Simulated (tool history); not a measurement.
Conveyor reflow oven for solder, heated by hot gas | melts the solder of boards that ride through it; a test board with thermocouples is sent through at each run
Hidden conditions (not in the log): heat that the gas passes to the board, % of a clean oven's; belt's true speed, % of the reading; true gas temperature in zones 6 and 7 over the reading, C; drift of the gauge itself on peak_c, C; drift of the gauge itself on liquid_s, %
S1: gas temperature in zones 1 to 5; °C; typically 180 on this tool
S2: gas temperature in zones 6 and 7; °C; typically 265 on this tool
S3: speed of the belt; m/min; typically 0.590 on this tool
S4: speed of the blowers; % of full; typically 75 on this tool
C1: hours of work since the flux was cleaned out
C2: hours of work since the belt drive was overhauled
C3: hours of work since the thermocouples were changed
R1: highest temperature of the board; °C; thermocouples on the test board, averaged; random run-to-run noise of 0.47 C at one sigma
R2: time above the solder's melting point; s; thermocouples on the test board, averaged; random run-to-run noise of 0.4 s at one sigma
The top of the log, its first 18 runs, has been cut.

{"run": 19, "hour": 241.4, "S1": 180, "S2": 265, "S3": 0.495, "S4": 89, "C1": 167, "C2": 339, "C3": 656, "R1": 263.3, "R2": 65.1}
{"run": 20, "hour": 255.0, "S1": 180, "S2": 260, "S3": 0.495, "S4": 73, "C1": 174, "C2": 346, "C3": 663, "R1": 257.4, "R2": 62.2}
{"run": 21, "hour": 271.7, "S1": 180, "S2": 260, "S3": 0.495, "S4": 65, "C1": 183, "C2": 354, "C3": 672, "R1": 255.2, "R2": 61.0}
{"run": 22, "hour": 280.3, "S1": 180, "S2": 253, "S3": 0.59, "S4": 75, "C1": 188, "C2": 359, "C3": 676, "R1": 247.0, "R2": 46.8}
{"run": 23, "hour": 295.5, "S1": 189, "S2": 264, "S3": 0.59, "S4": 75, "C1": 195, "C2": 367, "C3": 684, "R1": 258.0, "R2": 54.2}
{"run": 24, "hour": 311.2, "S1": 192, "S2": 276, "S3": 0.59, "S4": 56, "C1": 204, "C2": 375, "C3": 692, "R1": 265.8, "R2": 58.0}
{"run": 25, "hour": 324.1, "S1": 195, "S2": 265, "S3": 0.64, "S4": 77, "C1": 210, "C2": 381, "C3": 699, "R1": 259.6, "R2": 52.8}
{"run": 26, "hour": 336.8, "S1": 180, "S2": 274, "S3": 0.69, "S4": 69, "C1": 217, "C2": 388, "C3": 705, "R1": 259.9, "R2": 44.8}
{"run": 27, "hour": 353.9, "S1": 180, "S2": 272, "S3": 0.69, "S4": 67, "C1": 226, "C2": 397, "C3": 714, "R1": 258.0, "R2": 43.4}
{"run": 28, "hour": 370.4, "S1": 193, "S2": 265, "S3": 0.571, "S4": 55, "C1": 234, "C2": 405, "C3": 723, "R1": 256.9, "R2": 57.4}
{"run": 29, "hour": 383.6, "S1": 194, "S2": 259, "S3": 0.477, "S4": 65, "C1": 241, "C2": 412, "C3": 730, "R1": 256.7, "R2": 69.7}
{"run": 30, "hour": 393.0, "S1": 194, "S2": 259, "S3": 0.477, "S4": 65, "C1": 246, "C2": 417, "C3": 734, "R1": 257.0, "R2": 69.6}

Below are 3 alternative next runs, each starting from the tool's condition after run 30. Predict each:
{"run": "A", "hour": 410.1, "S1": 179, "S2": 265, "S3": 0.59, "S4": 62, "C1": 255, "C2": 426, "C3": 743, "R1": "?", "R2": "?"}
{"run": "B", "hour": 410.1, "S1": 194, "S2": 262, "S3": 0.582, "S4": 65, "C1": 255, "C2": 426, "C3": 743, "R1": "?", "R2": "?"}
{"run": "C", "hour": 410.1, "S1": 172, "S2": 253, "S3": 0.65, "S4": 75, "C1": 255, "C2": 426, "C3": 743, "R1": "?", "R2": "?"}

run=A R1=255.7 R2=49.9
run=B R1=254.8 R2=55.2
run=C R1=243.7 R2=36.9
Had the tool no hidden state, the same runs would have come out as:
run=A R1=253.6 R2=48.6
run=B R1=252.6 R2=53.9
run=C R1=241.8 R2=35.6

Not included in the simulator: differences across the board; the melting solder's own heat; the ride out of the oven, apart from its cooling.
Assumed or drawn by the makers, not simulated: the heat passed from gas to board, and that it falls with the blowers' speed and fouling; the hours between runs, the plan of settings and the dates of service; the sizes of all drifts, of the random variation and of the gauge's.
